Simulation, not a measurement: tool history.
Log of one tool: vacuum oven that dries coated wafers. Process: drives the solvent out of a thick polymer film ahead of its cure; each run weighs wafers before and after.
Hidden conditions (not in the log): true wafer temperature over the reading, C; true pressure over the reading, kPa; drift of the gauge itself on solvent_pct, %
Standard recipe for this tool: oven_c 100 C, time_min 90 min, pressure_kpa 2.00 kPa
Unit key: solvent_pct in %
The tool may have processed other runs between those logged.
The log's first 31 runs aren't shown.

| run | hour | oven_c | time_min | pressure_kpa | hours of work since the thermocouples were calibrated | hours of work since the vacuum gauge was cleaned of residue | solvent_pct |
|---|---|---|---|---|---|---|---|
| 32 | 1915.9 | 101 | 86 | 1.48 | 1079 | 3069 | 1.42 |
| 33 | 1995.3 | 100 | 46 | 7.70 | 1136 | 3126 | 6.20 |
| 34 | 2037.9 | 96 | 141 | 4.23 | 1166 | 3156 | 2.75 |
| 35 | 2111.1 | 96 | 154 | 1.04 | 1219 | 3208 | 0.87 |
| 36 | 2162.8 | 96 | 154 | 1.04 | 1256 | 3245 | 0.87 |
| 37 | 2222.4 | 103 | 90 | 2.00 | 1298 | 3288 | 1.22 |
| 38 | 2302.2 | 103 | 157 | 2.00 | 1355 | 3345 | 0.85 |
|  | 2355.3 | vacuum gauge cleaned of residue and calibrated |
| 39 | 2370.8 | 103 | 157 | 2.00 | 1403 | 11 | 0.87 |
| 40 | 2446.6 | 105 | 134 | 2.15 | 1457 | 65 | 0.87 |
| 41 | 2512.1 | 103 | 51 | 5.95 | 1504 | 112 | 4.20 |
| 42 | 2588.8 | 103 | 51 | 5.95 | 1559 | 167 | 4.17 |
| 43 | 2624.6 | 91 | 125 | 6.77 | 1585 | 193 | 5.68 |
| 44 | 2692.0 | 91 | 125 | 6.77 | 1633 | 241 | 5.67 |
| 45 | 2769.1 | 91 | 146 | 1.40 | 1688 | 296 | 2.09 |
| 46 | 2821.6 | 104 | 90 | 2.00 | 1725 | 333 | 1.10 |

Here are 4 independent what-if runs from the current tool condition. What would each one return?
| A | 2881.5 | 110 | 70 | 2.00 | 1768 | 376 | ? |
| B | 2881.5 | 103 | 144 | 3.37 | 1768 | 376 | ? |
| C | 2881.5 | 112 | 61 | 5.37 | 1768 | 376 | ? |
| D | 2881.5 | 100 | 114 | 2.00 | 1768 | 376 | ? |

| run | solvent_pct |
|---|---|
| A | 0.87 |
| B | 1.47 |
| C | 1.82 |
| D | 1.22 |
Take away the tool's hidden state, keep each run's random variation, and the runs would have read:
| run | solvent_pct |
|---|---|
| A | 0.88 |
| B | 1.47 |
| C | 1.83 |
| D | 1.23 |
